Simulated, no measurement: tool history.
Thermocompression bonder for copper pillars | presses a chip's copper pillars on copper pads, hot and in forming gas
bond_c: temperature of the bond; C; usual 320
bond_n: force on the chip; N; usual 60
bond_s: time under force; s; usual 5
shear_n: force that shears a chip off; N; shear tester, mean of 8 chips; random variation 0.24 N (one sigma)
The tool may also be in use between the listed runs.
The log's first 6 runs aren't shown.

run,day,bond_c,bond_n,bond_s,hours of work since the heater was calibrated,hours of work since the force cell was calibrated,hours of work since the gas filter was changed,shear_n
7,16.521,320,60,5,584,671,54,86.6
8,19.404,320,60,5,614,701,84,87.1
9,21.25,320,60,3,633,720,103,76.1
10,23.017,320,60,3,651,739,122,76.3
11,25.054,320,60,3,672,760,143,75.5
12,27.046,320,60,3,693,781,163,75.6
13,28.983,320,60,9,713,801,184,96.2
14,31.279,320,60,9,737,825,207,95.7
15,33.604,320,60,9,761,849,232,95
16,35.783,320,68,5,784,872,254,91.5
17,37.704,320,39,5,804,892,274,58.7
18,39.742,320,39,5,825,913,295,58.4
19,41.671,320,60,5,845,933,315,83.7
20,43.004,335,60,5,859,947,329,90.4
# day 44.188: forming gas filter changed
21,45.975,335,60,5,890,977,19,96.6
# day 46.246: force cell calibrated
22,47.838,295,48,5,908,17,37,62.6
23,49.442,341,65,5,925,33,54,103.8
# day 51.125: force cell calibrated, once more
24,51.671,334,41,5,947,6,76,68.5
25,53.1,322,60,5,962,21,91,85.2

Forecast run 26:
26,54.875,322,60,5,981,39,110,?

{"run 26": {"shear_n": 85.4}}
Without the tool's hidden state the same run would have given shear_n 85.2 N.

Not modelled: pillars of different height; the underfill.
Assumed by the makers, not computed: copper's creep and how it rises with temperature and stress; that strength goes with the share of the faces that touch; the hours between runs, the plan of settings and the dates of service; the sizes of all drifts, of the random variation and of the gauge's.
